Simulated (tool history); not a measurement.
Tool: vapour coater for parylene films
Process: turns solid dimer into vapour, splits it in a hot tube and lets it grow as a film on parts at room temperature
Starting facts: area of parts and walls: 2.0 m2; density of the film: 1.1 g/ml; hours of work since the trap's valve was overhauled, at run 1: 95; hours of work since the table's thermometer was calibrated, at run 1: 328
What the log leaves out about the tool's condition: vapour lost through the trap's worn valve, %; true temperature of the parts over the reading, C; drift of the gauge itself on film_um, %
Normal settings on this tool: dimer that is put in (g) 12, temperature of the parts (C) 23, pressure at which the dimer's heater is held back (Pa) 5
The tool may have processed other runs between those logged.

| run | hour | dimer that is put in (g) | temperature of the parts (C) | pressure at which the dimer's heater is held back (Pa) | hours of work since the trap's valve was overhauled | hours of work since the table's thermometer was calibrated | thickness of the film (um) |
|---|---|---|---|---|---|---|---|
| 1 | 0 | 12 | 23 | 5 | 95 | 328 | 4.06 |
| 2 | 24.9 | 12 | 23 | 5 | 107 | 340 | 4.02 |
| 3 | 37.9 | 12 | 23 | 5 | 113 | 346 | 4.05 |
| 4 | 48.4 | 12 | 23 | 3.34 | 118 | 351 | 4.26 |
| 5 | 64.3 | 12 | 23 | 3.34 | 125 | 358 | 4.32 |
| 6 | 78.4 | 12 | 23 | 3.34 | 132 | 365 | 4.24 |
| 7 | 93.7 | 12 | 23 | 5 | 139 | 372 | 4.02 |
| 8 | 107.3 | 12 | 23 | 5 | 146 | 379 | 4.03 |
| 9 | 123.3 | 12 | 23 | 5 | 153 | 386 | 4.01 |
| 10 | 142.5 | 12 | 23 | 5 | 162 | 395 | 3.97 |
| 11 | 157.5 | 12 | 23 | 5 | 169 | 403 | 3.96 |
| 12 | 172.7 | 12 | 23 | 5 | 177 | 410 | 3.92 |
|  | 177.8 | trap's valve overhauled |
| 13 | 199.4 | 12 | 23 | 5 | 10 | 421 | 3.89 |
|  | 218.2 | trap's valve overhauled, once more |
| 14 | 223.6 | 12 | 23 | 5 | 3 | 430 | 4.23 |
| 15 | 245.2 | 12 | 23 | 5 | 13 | 440 | 4.21 |
| 16 | 267.7 | 12 | 23 | 5 | 23 | 451 | 4.18 |
| 17 | 289.1 | 12 | 23 | 3.14 | 34 | 461 | 4.45 |
| 18 | 303 | 12 | 23 | 3.14 | 40 | 468 | 4.54 |
| 19 | 322.9 | 12 | 23 | 5 | 50 | 477 | 4.15 |
| 20 | 341.5 | 12 | 23 | 2.35 | 58 | 486 | 4.66 |
| 21 | 354.4 | 12 | 23 | 2.35 | 65 | 492 | 4.67 |
| 22 | 366.7 | 12 | 23 | 7.26 | 70 | 498 | 3.97 |
| 23 | 385.6 | 5 | 22 | 2.14 | 79 | 507 | 2.04 |
| 24 | 410 | 15 | 17 | 3.07 | 91 | 518 | 6.48 |
| 25 | 429.6 | 15 | 17 | 3.07 | 100 | 528 | 6.53 |
| 26 | 448 | 15 | 17 | 3.07 | 109 | 536 | 6.51 |
| 27 | 465.2 | 15 | 17 | 3.07 | 117 | 545 | 6.47 |
| 28 | 478.3 | 7 | 17 | 3.61 | 123 | 551 | 3.02 |
| 29 | 492 | 7 | 17 | 3.61 | 130 | 557 | 3 |
| 30 | 512.2 | 6 | 26 | 7.2 | 139 | 567 | 1.69 |
| 31 | 531.9 | 6 | 26 | 7.2 | 149 | 576 | 1.67 |
| 32 | 552.4 | 6 | 28 | 8.28 | 158 | 586 | 1.49 |
| 33 | 562.5 | 7 | 26 | 11.52 | 163 | 591 | 1.79 |
| 34 | 580.8 | 7 | 26 | 11.52 | 172 | 599 | 1.81 |
| 35 | 596.7 | 12 | 23 | 8.81 | 179 | 607 | 3.73 |
| 36 | 610.1 | 16 | 23 | 5.23 | 186 | 613 | 5.35 |
| 37 | 622.9 | 15 | 22 | 5 | 192 | 619 | 5.32 |
| 38 | 640.4 | 12 | 23 | 2.23 | 200 | 628 | 4.55 |
| 39 | 656.8 | 7 | 15 | 2.23 | 208 | 635 | 2.95 |
| 40 | 671 | 7 | 15 | 2.23 | 214 | 642 | 2.9 |
| 41 | 684.2 | 5 | 16 | 8.24 | 221 | 648 | 2.06 |

Below are 4 alternative next runs, each starting from the tool's condition after run 41. Predict each:
| A | 695.7 | 7 | 23 | 6.06 | 226 | 654 | ? |
| B | 695.7 | 19 | 23 | 2.55 | 226 | 654 | ? |
| C | 695.7 | 10 | 26 | 7.72 | 226 | 654 | ? |
| D | 695.7 | 12 | 20 | 5 | 226 | 654 | ? |

| run | thickness of the film (um) |
|---|---|
| A | 2.29 |
| B | 6.9 |
| C | 2.73 |
| D | 4.61 |
With the hidden condition removed and each run's random variation left untouched, the same runs would have given:
| run | thickness of the film (um) |
|---|---|
| A | 2.35 |
| B | 7.07 |
| C | 2.8 |
| D | 4.72 |
